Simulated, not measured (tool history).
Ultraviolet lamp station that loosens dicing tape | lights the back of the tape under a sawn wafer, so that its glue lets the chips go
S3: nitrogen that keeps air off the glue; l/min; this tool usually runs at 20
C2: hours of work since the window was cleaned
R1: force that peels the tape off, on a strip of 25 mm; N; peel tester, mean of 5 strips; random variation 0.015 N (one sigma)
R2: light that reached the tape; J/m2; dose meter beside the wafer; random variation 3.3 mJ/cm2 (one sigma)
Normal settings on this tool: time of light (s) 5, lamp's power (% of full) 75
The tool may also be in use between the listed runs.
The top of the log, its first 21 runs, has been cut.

Run 22, hour 548.7: usual settings; hours of work of the lamp 1378; C2 298. Result: R1 1.04 N, R2 4120 J/m2.
Run 23, hour 570.3: usual settings but time of light (s) 2, lamp's power (% of full) 92; hours of work of the lamp 1395; C2 315. Result: R1 2.525 N, R2 1970 J/m2.
Run 24, hour 598.1: usual settings but time of light (s) 2, lamp's power (% of full) 74, S3 14 l/min; hours of work of the lamp 1417; C2 337. Result: R1 3.351 N, R2 1600 J/m2.
Run 25, hour 621.1: usual settings but time of light (s) 2, lamp's power (% of full) 74, S3 14 l/min; hours of work of the lamp 1435; C2 355. Result: R1 3.361 N, R2 1600 J/m2.
Run 26, hour 637.1: usual settings but time of light (s) 8, S3 37 l/min; hours of work of the lamp 1448; C2 368. Result: R1 0.344 N, R2 6480 J/m2.
Run 27, hour 661.2: usual settings but time of light (s) 3; hours of work of the lamp 1467; C2 387. Result: R1 2.166 N, R2 2420 J/m2.
Run 28, hour 694.1: usual settings but time of light (s) 3; hours of work of the lamp 1493; C2 413. Result: R1 2.159 N, R2 2450 J/m2.
Run 29, hour 729.1: usual settings but time of light (s) 2, lamp's power (% of full) 90, S3 13 l/min; hours of work of the lamp 1520; C2 440. Result: R1 2.977 N, R2 1910 J/m2.
Run 30, hour 762.3: usual settings but time of light (s) 2, lamp's power (% of full) 69, S3 26 l/min; hours of work of the lamp 1546; C2 466. Result: R1 3.187 N, R2 1470 J/m2.
Run 31, hour 782.4: usual settings but time of light (s) 2, S3 27 l/min; hours of work of the lamp 1562; C2 482. Result: R1 2.968 N, R2 1600 J/m2.
Run 32, hour 810.3: usual settings but lamp's power (% of full) 64, S3 24 l/min; hours of work of the lamp 1584; C2 504. Result: R1 1.339 N, R2 3320 J/m2.
Run 33, hour 844.6: usual settings but time of light (s) 4, S3 7 l/min; hours of work of the lamp 1611; C2 531. Result: R1 2.373 N, R2 3080 J/m2.
At hour 873.9: window cleaned of glue's vapour.
Run 34, hour 873.9: usual settings but S3 35 l/min; hours of work of the lamp 1634; C2 0. Result: R1 0.832 N, R2 4010 J/m2.
Run 35, hour 900.7: usual settings but time of light (s) 3, lamp's power (% of full) 83, S3 35 l/min; hours of work of the lamp 1655; C2 21. Result: R1 1.585 N, R2 2620 J/m2.
Run 36, hour 916.2: usual settings but time of light (s) 6, lamp's power (% of full) 91, S3 11 l/min; hours of work of the lamp 1667; C2 33. Result: R1 0.813 N, R2 5830 J/m2.
Run 37, hour 936.1: usual settings but time of light (s) 8, lamp's power (% of full) 83, S3 17 l/min; hours of work of the lamp 1683; C2 49. Result: R1 0.459 N, R2 7060 J/m2.
Run 38, hour 973: usual settings but S3 8 l/min; hours of work of the lamp 1711; C2 78. Result: R1 1.76 N, R2 3930 J/m2.
Run 39, hour 1000.6: usual settings but lamp's power (% of full) 92; hours of work of the lamp 1733; C2 100. Result: R1 0.825 N, R2 4830 J/m2.
Run 40, hour 1032.5: usual settings but time of light (s) 9, lamp's power (% of full) 92; hours of work of the lamp 1758; C2 125. Result: R1 0.293 N, R2 8600 J/m2.
At hour 1053.4: lamp changed.
Run 41, hour 1064.9: usual settings but time of light (s) 9, lamp's power (% of full) 92, S3 13 l/min; hours of work of the lamp 9; C2 149. Result: R1 0.269 N, R2 11080 J/m2.
Run 42, hour 1097.1: usual settings but time of light (s) 4, lamp's power (% of full) 99, S3 33 l/min; hours of work of the lamp 34; C2 175. Result: R1 0.509 N, R2 5270 J/m2.
Run 43, hour 1118.4: usual settings but time of light (s) 8, lamp's power (% of full) 83, S3 11 l/min; hours of work of the lamp 51; C2 191. Result: R1 0.398 N, R2 8840 J/m2.

Alternative continuations, all from the tool just after run 43; predict every row:
Run A, hour 1133.4: usual settings but time of light (s) 7, lamp's power (% of full) 83, S3 12 l/min; hours of work of the lamp 63; C2 203. Result: R1 ?, R2 ?.
Run B, hour 1133.4: usual settings but time of light (s) 6, lamp's power (% of full) 87, S3 37 l/min; hours of work of the lamp 63; C2 203. Result: R1 ?, R2 ?.
Run C, hour 1133.4: usual settings but time of light (s) 8, lamp's power (% of full) 83, S3 15 l/min; hours of work of the lamp 63; C2 203. Result: R1 ?, R2 ?.

run     R1    R2
  A  0.473  7680
  B   0.33  6900
  C   0.34  8690
With the hidden condition removed and each run's random variation left untouched, the same runs would have given:
run     R1    R2
  A  0.433  8070
  B  0.308  7250
  C  0.316  9130
